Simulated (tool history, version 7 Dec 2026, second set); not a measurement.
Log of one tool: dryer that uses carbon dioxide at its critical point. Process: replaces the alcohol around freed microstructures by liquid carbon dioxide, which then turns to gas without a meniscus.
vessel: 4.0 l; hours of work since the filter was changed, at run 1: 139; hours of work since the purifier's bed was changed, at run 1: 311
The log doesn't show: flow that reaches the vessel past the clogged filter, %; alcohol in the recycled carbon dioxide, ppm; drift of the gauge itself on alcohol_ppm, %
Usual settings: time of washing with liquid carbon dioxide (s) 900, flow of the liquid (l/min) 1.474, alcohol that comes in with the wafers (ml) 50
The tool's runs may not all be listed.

run    hour  time of washing with liquid carbon dioxide (s)  flow of the liquid (l/min)  alcohol that comes in with the wafers (ml)  hours of work since the filter was changed  hours of work since the purifier's bed was changed  alcohol left in the vessel before it's heated (ppm by volume)
  1     0.0                                             900                       1.474                                          50                                         139                                                 311                                                            223
  2    74.2                                             900                       1.474                                          50                                         195                                                 368                                                            252
  3   123.3                                             900                       1.474                                          50                                         232                                                 405                                                            290
      153.9  -- inlet filter changed
  4   194.6                                             900                       1.474                                          50                                          31                                                 459                                                            206
  5   234.1                                             900                       1.474                                          50                                          61                                                 489                                                            198
  6   289.1                                            1020                       1.474                                          50                                         103                                                 530                                                            140
  7   351.8                                             900                       2.340                                          50                                         150                                                 578                                                             75
  8   410.1                                             900                       2.340                                          50                                         195                                                 622                                                             91
  9   465.6                                             900                       1.474                                          50                                         237                                                 664                                                            292
      492.6  -- inlet filter changed
 10   530.0                                             900                       1.474                                          50                                          28                                                 713                                                            211
 11   567.7                                             900                       1.474                                          50                                          57                                                 741                                                            230
 12   634.4                                             900                       1.474                                          50                                         108                                                 792                                                            251
 13   700.2                                             900                       1.474                                          50                                         158                                                 842                                                            277
 14   732.2                                            1140                       1.474                                          50                                         182                                                 866                                                            162
 15   780.1                                            1140                       1.474                                          50                                         218                                                 903                                                            175
      831.4  -- inlet filter changed
 16   835.6                                             900                       1.474                                          50                                           3                                                 944                                                            219
      880.2  -- purifier's bed changed
 17   892.4                                             900                       1.020                                          50                                          44                                                   9                                                            555
 18   963.1                                             900                       1.020                                          50                                          98                                                  63                                                            640
 19  1022.7                                             900                       1.020                                          50                                         143                                                 108                                                            678
 20  1063.1                                             720                       1.474                                          50                                         174                                                 139                                                            466
 21  1113.4                                             900                       1.474                                          50                                         212                                                 177                                                            231
     1172.5  -- inlet filter changed
 22  1185.4                                             900                       1.474                                          50                                          10                                                 231                                                            172
 23  1255.7                                             900                       1.474                                          50                                          63                                                 285                                                            179
 24  1324.9                                             900                       1.474                                          50                                         116                                                 337                                                            210
 25  1384.5                                            1320                       1.474                                          40                                         161                                                 382                                                             67
 26  1422.2                                             600                       2.270                                          60                                         190                                                 411                                                            271
 27  1458.5                                             900                       1.200                                          30                                         217                                                 439                                                            334
 28  1497.7                                             900                       1.200                                          30                                         247                                                 468                                                            351
     1509.5  -- inlet filter changed
 29  1531.6                                             840                       1.300                                          30                                          17                                                 493                                                            234
 30  1601.2                                             840                       1.300                                          30                                          70                                                 546                                                            278
 31  1651.9                                             600                       0.960                                          91                                         108                                                 585                                                           3671
 32  1698.5                                            1320                       1.210                                          96                                         144                                                 620                                                            223
 33  1758.8                                            1320                       1.160                                          40                                         190                                                 666                                                            168
 34  1827.1                                             660                       1.270                                          28                                         241                                                 718                                                            658
     1847.1  -- inlet filter changed
 35  1880.0                                            1020                       1.474                                          50                                          25                                                 757                                                            163
 36  1949.1                                             660                       1.360                                          42                                          77                                                 810                                                            622
 37  2010.1                                             720                       0.920                                          64                                         124                                                 856                                                           2031
 38  2083.1                                             540                       2.160                                          38                                         179                                                 912                                                            362
 39  2122.6                                             540                       2.160                                          38                                         209                                                 942                                                            371
 40  2164.1                                             540                       2.160                                          38                                         241                                                 973                                                            398
     2170.2  -- purifier's bed changed
     2187.2  -- inlet filter changed
 41  2226.1                                            1140                       0.990                                          37                                          30                                                  42                                                            216
 42  2276.7                                             900                       1.474                                          38                                          68                                                  80                                                            125
 43  2337.3                                             900                       1.474                                          38                                         114                                                 126                                                            147
 44  2390.2                                             900                       1.100                                          42                                         154                                                 166                                                            470
 45  2447.9                                             720                       2.210                                          29                                         198                                                 210                                                             83

The same runs without the tool's hidden state, with the same run-to-run variation:
run  alcohol left in the vessel before it's heated (ppm by volume)
  1                                                            132
  2                                                            125
  3                                                            137
  4                                                            144
  5                                                            125
  6                                                             60
  7                                                              8
  8                                                             15
  9                                                            122
 10                                                            126
 11                                                            131
 12                                                            127
 13                                                            128
 14                                                             42
 15                                                             40
 16                                                            117
 17                                                            509
 18                                                            531
 19                                                            514
 20                                                            313
 21                                                            121
 22                                                            140
 23                                                            124
 24                                                            130
 25                                                             16
 26                                                            137
 27                                                            182
 28                                                            180
 29                                                            170
 30                                                            185
 31                                                           3146
 32                                                             93
 33                                                             53
 34                                                            387
 35                                                             72
 36                                                            463
 37                                                           1650
 38                                                            174
 39                                                            168
 40                                                            167
 41                                                            199
 42                                                             97
 43                                                            102
 44                                                            339
 45                                                             35
